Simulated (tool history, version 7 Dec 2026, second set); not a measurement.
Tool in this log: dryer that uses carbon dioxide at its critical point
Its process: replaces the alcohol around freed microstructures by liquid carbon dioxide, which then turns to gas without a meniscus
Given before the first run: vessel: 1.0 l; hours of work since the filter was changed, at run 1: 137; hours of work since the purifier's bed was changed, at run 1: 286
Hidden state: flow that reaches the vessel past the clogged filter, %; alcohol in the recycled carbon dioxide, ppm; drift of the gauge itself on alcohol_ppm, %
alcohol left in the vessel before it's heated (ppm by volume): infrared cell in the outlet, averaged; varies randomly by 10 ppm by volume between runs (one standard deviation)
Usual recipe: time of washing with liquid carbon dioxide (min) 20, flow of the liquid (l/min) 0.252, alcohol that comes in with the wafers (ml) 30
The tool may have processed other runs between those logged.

run   hour  time of washing with liquid carbon dioxide (min)  flow of the liquid (l/min)  alcohol that comes in with the wafers (ml)  hours of work since the filter was changed  hours of work since the purifier's bed was changed  alcohol left in the vessel before it's heated (ppm by volume)
  1      0                                                20                       0.252                                          30                                         137                                                 286                                                            740
  2   57.2                                                20                       0.252                                          30                                         169                                                 318                                                            757
  3   94.3                                                20                       0.252                                          30                                         191                                                 339                                                            780
  4  142.8                                                20                       0.252                                          30                                         218                                                 367                                                            801
  5  194.3                                                20                       0.252                                          30                                         248                                                 397                                                            833
  6  252.3                                                20                       0.252                                          30                                         281                                                 430                                                            864
  7  310.7                                                20                       0.252                                          30                                         314                                                 463                                                            893
  8  368.1                                                26                       0.252                                          20                                         347                                                 496                                                            338

Run 9 comes next. What will it give?
  9  424.1                                                20                       0.268                                          30                                         379                                                 528                                                              ?

{"run 9": {"alcohol left in the vessel before it's heated (ppm by volume)": 799}}
Minus the tool's unlogged condition, the same run would have read alcohol left in the vessel before it's heated (ppm by volume) 458.
